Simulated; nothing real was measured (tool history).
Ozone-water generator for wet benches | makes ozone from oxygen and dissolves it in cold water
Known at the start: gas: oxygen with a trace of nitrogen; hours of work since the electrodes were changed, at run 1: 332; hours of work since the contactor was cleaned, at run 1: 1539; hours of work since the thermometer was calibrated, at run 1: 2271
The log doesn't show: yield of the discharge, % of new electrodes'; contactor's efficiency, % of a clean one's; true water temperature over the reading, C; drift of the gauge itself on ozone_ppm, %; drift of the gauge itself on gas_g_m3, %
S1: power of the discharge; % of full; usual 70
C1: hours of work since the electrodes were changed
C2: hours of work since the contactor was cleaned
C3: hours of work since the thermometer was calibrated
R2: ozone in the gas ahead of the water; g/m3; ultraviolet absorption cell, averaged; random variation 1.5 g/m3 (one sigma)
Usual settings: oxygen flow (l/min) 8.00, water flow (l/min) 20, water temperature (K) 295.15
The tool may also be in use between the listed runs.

Run 1, hour 0.0: usual settings; C1 332; C2 1539; C3 2271. Result: dissolved ozone (ppm) 30.7, R2 274.2 g/m3.
Run 2, hour 92.0: usual settings but S1 64 % of full; C1 407; C2 1614; C3 2346. Result: dissolved ozone (ppm) 29.1, R2 257.5 g/m3.
Run 3, hour 140.2: usual settings but S1 64 % of full; C1 447; C2 1653; C3 2385. Result: dissolved ozone (ppm) 28.8, R2 258.4 g/m3.
Run 4, hour 186.2: usual settings but S1 64 % of full; C1 484; C2 1691; C3 2423. Result: dissolved ozone (ppm) 28.6, R2 258.2 g/m3.
Run 5, hour 235.1: usual settings but water temperature (K) 289.15; C1 524; C2 1731; C3 2463. Result: dissolved ozone (ppm) 33.4, R2 268.9 g/m3.
Run 6, hour 327.2: usual settings but water flow (l/min) 23, water temperature (K) 289.15; C1 599; C2 1806; C3 2538. Result: dissolved ozone (ppm) 29.6, R2 272.2 g/m3.
Run 7, hour 396.2: usual settings but water flow (l/min) 23, water temperature (K) 289.15; C1 656; C2 1862; C3 2595. Result: dissolved ozone (ppm) 29.3, R2 274.1 g/m3.
Run 8, hour 473.8: usual settings but water flow (l/min) 23, water temperature (K) 289.15; C1 719; C2 1926; C3 2658. Result: dissolved ozone (ppm) 29.7, R2 272.5 g/m3.
Run 9, hour 517.8: usual settings but water flow (l/min) 23, water temperature (K) 289.15; C1 755; C2 1962; C3 2694. Result: dissolved ozone (ppm) 29.6, R2 269.7 g/m3.
Run 10, hour 566.6: usual settings but water flow (l/min) 23, water temperature (K) 289.15; C1 795; C2 2002; C3 2734. Result: dissolved ozone (ppm) 29.8, R2 270.7 g/m3.
Run 11, hour 643.6: usual settings; C1 858; C2 2065; C3 2797. Result: dissolved ozone (ppm) 30.3, R2 267.8 g/m3.
Run 12, hour 740.8: usual settings; C1 937; C2 2144; C3 2876. Result: dissolved ozone (ppm) 30.0, R2 270.0 g/m3.
Run 13, hour 784.2: usual settings; C1 973; C2 2179; C3 2912. Result: dissolved ozone (ppm) 30.0, R2 268.9 g/m3.
Run 14, hour 861.7: usual settings; C1 1036; C2 2243; C3 2975. Result: dissolved ozone (ppm) 29.8, R2 270.6 g/m3.
Run 15, hour 909.0: usual settings; C1 1075; C2 2281; C3 3014. Result: dissolved ozone (ppm) 29.6, R2 270.2 g/m3.
Run 16, hour 953.1: usual settings; C1 1111; C2 2317; C3 3050. Result: dissolved ozone (ppm) 29.4, R2 271.2 g/m3.
Run 17, hour 1036.2: usual settings; C1 1179; C2 2385; C3 3118. Result: dissolved ozone (ppm) 29.5, R2 269.4 g/m3.
Run 18, hour 1088.0: usual settings but oxygen flow (l/min) 11.30, water flow (l/min) 30; C1 1221; C2 2428; C3 3160. Result: dissolved ozone (ppm) 20.9, R2 237.0 g/m3.
Run 19, hour 1166.0: usual settings but oxygen flow (l/min) 11.30, water flow (l/min) 30, water temperature (K) 300.15; C1 1285; C2 2492; C3 3224. Result: dissolved ozone (ppm) 19.3, R2 238.1 g/m3.
Run 20, hour 1243.5: usual settings but oxygen flow (l/min) 11.30, water flow (l/min) 30, water temperature (K) 300.15; C1 1348; C2 2555; C3 3287. Result: dissolved ozone (ppm) 19.3, R2 237.6 g/m3.
Run 21, hour 1290.1: usual settings but oxygen flow (l/min) 11.30, water flow (l/min) 30, water temperature (K) 300.15; C1 1386; C2 2593; C3 3325. Result: dissolved ozone (ppm) 19.3, R2 234.8 g/m3.
Run 22, hour 1370.1: usual settings but oxygen flow (l/min) 6.86, water flow (l/min) 30, water temperature (K) 298.15; C1 1452; C2 2658; C3 3391. Result: dissolved ozone (ppm) 19.0, R2 283.2 g/m3.
Run 23, hour 1441.0: usual settings but S1 95 % of full, oxygen flow (l/min) 14.10, water flow (l/min) 16; C1 1510; C2 2716; C3 3449. Result: dissolved ozone (ppm) 40.0, R2 261.3 g/m3.
Run 24, hour 1514.8: usual settings but S1 95 % of full, oxygen flow (l/min) 7.50, water flow (l/min) 16; C1 1570; C2 2777; C3 3509. Result: dissolved ozone (ppm) 40.9, R2 323.6 g/m3.
Run 25, hour 1555.8: usual settings but S1 58 % of full, oxygen flow (l/min) 12.68, water flow (l/min) 25, water temperature (K) 299.15; C1 1603; C2 2810; C3 3542. Result: dissolved ozone (ppm) 20.5, R2 201.8 g/m3.
At hour 1617.4: contactor cleaned.
Run 26, hour 1654.7: usual settings but S1 58 % of full, oxygen flow (l/min) 12.68, water flow (l/min) 25, water temperature (K) 299.15; C1 1681; C2 31; C3 3620. Result: dissolved ozone (ppm) 20.7, R2 201.7 g/m3.
Run 27, hour 1704.2: usual settings but S1 58 % of full, oxygen flow (l/min) 12.68, water flow (l/min) 25, water temperature (K) 299.15; C1 1721; C2 71; C3 3660. Result: dissolved ozone (ppm) 21.0, R2 200.2 g/m3.
Run 28, hour 1777.0: usual settings but S1 58 % of full, oxygen flow (l/min) 12.68, water flow (l/min) 25, water temperature (K) 299.15; C1 1781; C2 130; C3 3720. Result: dissolved ozone (ppm) 20.7, R2 203.3 g/m3.
Run 29, hour 1867.7: usual settings but S1 85 % of full, oxygen flow (l/min) 6.36, water flow (l/min) 25, water temperature (K) 299.15; C1 1855; C2 205; C3 3794. Result: dissolved ozone (ppm) 24.6, R2 320.0 g/m3.
Run 30, hour 1965.4: usual settings but S1 74 % of full, water flow (l/min) 21, water temperature (K) 289.15; C1 1935; C2 284; C3 3874. Result: dissolved ozone (ppm) 32.6, R2 268.7 g/m3.
Run 31, hour 2061.4: usual settings but S1 49 % of full; C1 2013; C2 363; C3 3952. Result: dissolved ozone (ppm) 24.2, R2 214.2 g/m3.
Run 32, hour 2151.3: usual settings but S1 54 % of full, water temperature (K) 303.15; C1 2087; C2 436; C3 4026. Result: dissolved ozone (ppm) 21.8, R2 228.9 g/m3.
Run 33, hour 2224.0: usual settings but S1 54 % of full, water temperature (K) 303.15; C1 2146; C2 496; C3 4085. Result: dissolved ozone (ppm) 21.6, R2 226.6 g/m3.
Run 34, hour 2311.2: usual settings but S1 54 % of full, water temperature (K) 303.15; C1 2217; C2 567; C3 4156. Result: dissolved ozone (ppm) 21.4, R2 226.0 g/m3.

3 ways to go on from here, each from the tool as it stands after run 34. What would each give?
Run A, hour 2363.4: usual settings but S1 54 % of full, water temperature (K) 290.15; C1 2260; C2 610; C3 4199. Result: dissolved ozone (ppm) ?, R2 ?.
Run B, hour 2363.4: usual settings but oxygen flow (l/min) 10.51, water temperature (K) 291.15; C1 2260; C2 610; C3 4199. Result: dissolved ozone (ppm) ?, R2 ?.
Run C, hour 2363.4: usual settings but S1 54 % of full, water flow (l/min) 30, water temperature (K) 303.15; C1 2260; C2 610; C3 4199. Result: dissolved ozone (ppm) ?, R2 ?.

run  dissolved ozone (ppm)     R2
  A                   28.1  226.3
  B                   31.5  235.8
  C                   15.3  223.6
Without the tool's hidden state the same runs would have given:
run  dissolved ozone (ppm)     R2
  A                   29.7  236.7
  B                   33.6  248.5
  C                   16.2  233.9
